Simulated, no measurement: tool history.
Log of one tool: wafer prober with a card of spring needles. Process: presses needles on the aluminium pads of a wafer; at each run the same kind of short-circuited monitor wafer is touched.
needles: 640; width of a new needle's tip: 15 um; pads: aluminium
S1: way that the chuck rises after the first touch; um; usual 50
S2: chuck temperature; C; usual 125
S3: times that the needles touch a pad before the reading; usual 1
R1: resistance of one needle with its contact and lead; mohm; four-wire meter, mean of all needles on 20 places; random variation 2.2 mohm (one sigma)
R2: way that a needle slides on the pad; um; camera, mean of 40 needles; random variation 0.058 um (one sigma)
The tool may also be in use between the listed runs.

run,hour,S1,S2,S3,R1,R2
1,0,50,125,1,265,9.06
# hour 5.6: tips cleaned on abrasive film
2,12.4,50,125,1,260,9.07
# hour 20.2: tips cleaned on abrasive film
3,25.6,50,125,1,257,8.95
4,33.3,50,41,1,253,9.09
# hour 34.9: tips cleaned on abrasive film
5,40.7,50,72,1,247,8.99
6,48.7,50,125,1,272,9
# hour 49.6: tips cleaned on abrasive film
7,55.3,50,125,1,258,9.01
# hour 64.2: tips cleaned on abrasive film
8,69.3,50,125,1,259,8.95
# hour 78.6: tips cleaned on abrasive film
9,80.6,50,125,1,254,8.87
10,91.3,50,125,2,262,8.99
# hour 93.2: tips cleaned on abrasive film
11,100.9,50,125,2,257,9
12,107.3,50,125,1,270,8.81
# hour 108.4: tips cleaned on abrasive film
13,121.2,45,125,1,274,8.05
# hour 123.1: tips cleaned on abrasive film
14,131.4,45,125,1,269,7.9
# hour 138.2: tips cleaned on abrasive film
15,143.9,45,125,1,266,7.94
# hour 148.6: height of the first contact set anew
16,152.3,50,34,1,247,9.66
# hour 153.1: tips cleaned on abrasive film
17,161.3,50,125,2,259,9.64
# hour 168.3: tips cleaned on abrasive film
18,173.9,34,76,2,253,6.45
19,182.2,40,60,3,249,7.62
# hour 183: tips cleaned on abrasive film
20,188.7,44,67,3,238,8.24
# hour 197.6: tips cleaned on abrasive film
21,201.5,50,125,1,254,9.43
# hour 212.1: tips cleaned on abrasive film
22,212.9,66,125,1,248,12.58
23,226,41,80,1,268,7.75
# hour 227.3: tips cleaned on abrasive film
24,235.2,44,87,2,251,8.26
# hour 241.6: tips cleaned on abrasive film
25,247.9,42,25,2,231,7.9
26,254.6,31,35,2,265,5.77
# hour 256.3: tips cleaned on abrasive film
27,263.9,31,84,1,282,5.81
28,269.9,42,32,2,248,7.88
# hour 270.9: tips cleaned on abrasive film
29,277.9,42,32,2,242,7.96
# hour 286.3: tips cleaned on abrasive film
30,287.3,60,46,1,229,11.38
31,297.7,63,96,1,251,11.77
# hour 301.1: tips cleaned on abrasive film
32,305.4,67,34,1,228,12.63
33,312.3,46,57,2,242,8.56

Some steps in R1 between neighbouring runs. How much of each would the tool show without its hidden state too (settings, what came in, random variation), and how much is left for the hidden state, with any gauge scatter that isn't in both results?
The hidden state here: debris on the tips, nm; way that the needles fall short of the set height, um; tips' diameter, um; drift of the gauge itself on contact_mohm, %; drift of the gauge itself on scrub_um, %.
Run 5 -> 6: S2 72 -> 125. R1 +25 mohm: hidden state +8, all else +17.
Run 22 -> 23: S1 66 -> 41, S2 125 -> 80. R1 +20 mohm: hidden state +32, all else -12.
Run 23 -> 24: S1 41 -> 44, S2 80 -> 87, S3 1 -> 2, tips cleaned on abrasive film. R1 -17 mohm: hidden state -20, all else +3.
Run 25 -> 26: S1 42 -> 31, S2 25 -> 35. R1 +34 mohm: hidden state +23, all else +11.
Run 27 -> 28: S1 31 -> 42, S2 84 -> 32, S3 1 -> 2. R1 -34 mohm: hidden state -19, all else -15.
